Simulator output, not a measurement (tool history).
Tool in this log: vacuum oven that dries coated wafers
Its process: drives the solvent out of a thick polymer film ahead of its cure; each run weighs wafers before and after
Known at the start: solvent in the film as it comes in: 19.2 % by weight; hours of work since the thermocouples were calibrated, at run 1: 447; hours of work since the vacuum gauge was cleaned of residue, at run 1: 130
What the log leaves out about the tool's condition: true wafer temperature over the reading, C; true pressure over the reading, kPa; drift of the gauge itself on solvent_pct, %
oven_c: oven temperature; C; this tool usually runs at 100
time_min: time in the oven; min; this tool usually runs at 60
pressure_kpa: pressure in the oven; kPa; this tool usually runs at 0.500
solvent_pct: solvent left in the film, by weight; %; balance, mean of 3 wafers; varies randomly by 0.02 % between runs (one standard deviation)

| run | day | oven_c | time_min | pressure_kpa | hours of work since the thermocouples were calibrated | hours of work since the vacuum gauge was cleaned of residue | solvent_pct |
|---|---|---|---|---|---|---|---|
| 1 | 0.000 | 100 | 60 | 0.500 | 447 | 130 | 1.64 |
| 2 | 0.608 | 100 | 60 | 0.500 | 458 | 140 | 1.64 |
| 3 | 0.958 | 100 | 60 | 0.500 | 464 | 147 | 1.62 |
| 4 | 1.304 | 100 | 60 | 0.500 | 470 | 153 | 1.63 |
| 5 | 1.633 | 100 | 60 | 0.500 | 476 | 159 | 1.65 |
| 6 | 1.958 | 100 | 60 | 0.500 | 482 | 164 | 1.66 |

For run 7, what comes out?
| 7 | 2.304 | 112 | 37 | 0.313 | 488 | 171 | ? |

solvent_pct: 1.44 %
With no hidden state in the tool, this same run would have given solvent_pct 1.27 %.

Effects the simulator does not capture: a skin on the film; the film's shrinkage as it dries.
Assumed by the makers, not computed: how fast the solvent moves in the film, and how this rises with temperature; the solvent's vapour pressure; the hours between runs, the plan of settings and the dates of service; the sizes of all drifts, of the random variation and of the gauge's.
